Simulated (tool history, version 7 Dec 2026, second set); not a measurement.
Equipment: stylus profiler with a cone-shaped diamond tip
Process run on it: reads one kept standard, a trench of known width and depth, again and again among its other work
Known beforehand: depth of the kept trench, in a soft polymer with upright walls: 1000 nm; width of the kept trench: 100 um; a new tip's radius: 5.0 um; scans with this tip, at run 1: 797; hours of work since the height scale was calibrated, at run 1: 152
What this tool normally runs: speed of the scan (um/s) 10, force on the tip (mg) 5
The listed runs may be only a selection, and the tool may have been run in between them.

run	day	speed of the scan (um/s)	force on the tip (mg)	scans with this tip	hours of work since the height scale was calibrated	depth of the trench (nm)	width of the trench's floor (um)
1	0	10	5	797	152	1010.84	93.89
2	0.288	10	5	821	157	1011.2	93.88
3	0.846	10	5	867	166	1011.39	93.88
4	1.283	10	5	903	173	1011.14	93.86
5	1.721	6	5	939	180	1011.36	93.86
6	2.021	31	5	964	184	1011.2	93.78
7	2.417	31	5	997	191	1011.42	93.82
8	2.733	31	5	1023	196	1011.4	93.81
9	3.229	10	5	1064	204	1011.82	93.84
10	3.633	10	8.82	1098	210	1016.23	93.85
11	4.138	10	8.82	1140	218	1016.06	93.87
12	4.425	10	5	1163	222	1011.75	93.77
13	5.042	10	11.49	1214	232	1019.23	93.85
14	5.621	10	5	1262	241	1011.73	93.77
15	5.975	10	5	1292	247	1011.83	93.84
16	6.292	4	5	1318	252	1011.69	93.85
17	6.638	10	5	1346	257	1011.56	93.76
18	7.158	10	5	1389	266	1011.84	93.82
19	7.483	10	5	1416	271	1011.64	93.79
20	8.054	10	5	1464	280	1011.84	93.77
21	8.621	10	5	1510	289	1011.88	93.8
22	9.038	10	5	1545	295	1012.34	93.81
23	9.483	10	5	1582	302	1011.84	93.8
24	9.821	4	5.5	1610	308	1012.48	93.78
25	10.158	6	6.36	1638	313	1013.9	93.77
26	10.479	6	6.36	1664	318	1013.73	93.74
27	11.125	30	4.83	1718	328	1011.65	93.68
28	11.608	18	5.09	1758	336	1012.49	93.72
29	12.246	17	7.25	1811	346	1015.04	93.66
30	12.667	17	7.25	1845	353	1015.05	93.71
31	13.146	37	4.19	1885	360	1011.15	93.63
32	13.742	20	3.66	1934	370	1010.24	93.68
33	14.267	13	9.59	1978	378	1018.32	93.68
34	14.612	8	6.93	2006	384	1014.51	93.67
35	15.071	7	4.56	2044	391	1011.78	93.65
36	15.688	7	1.81	2095	401	1007.25	93.66
37	16.075	38	11.35	2127	407	1020.04	93.66
38	16.588	2	2.76	2170	415	1009.29	93.68
39	17.138	25	3.03	2215	424	1009.28	93.57
40	17.729	25	3.03	2264	433	1010.01	93.6
41	18.058	3	2.17	2291	438	1008.43	93.63
42	18.704	3	2.17	2345	448	1008.43	93.66
43	19.062	6	7.01	2375	454	1014.84	93.63
44	19.567	4	13.05	2416	462	1022.03	93.62
45	19.904	4	13.05	2444	467	1021.78	93.6
46	20.383	4	13.05	2484	475	1022	93.67

What if the next run were any one of these 3? Each begins from the tool's condition after run 46:
A	20.675	9	13.05	2508	479	?	?
B	20.675	10	3.69	2508	479	?	?
C	20.675	6	3.13	2508	479	?	?

run	depth of the trench (nm)	width of the trench's floor (um)
A	1022.23	93.64
B	1010.71	93.62
C	1010.09	93.6
Without the tool's hidden state the same runs would have given:
run	depth of the trench (nm)	width of the trench's floor (um)
A	1019.49	94.03
B	1008	94.01
C	1007.39	93.99
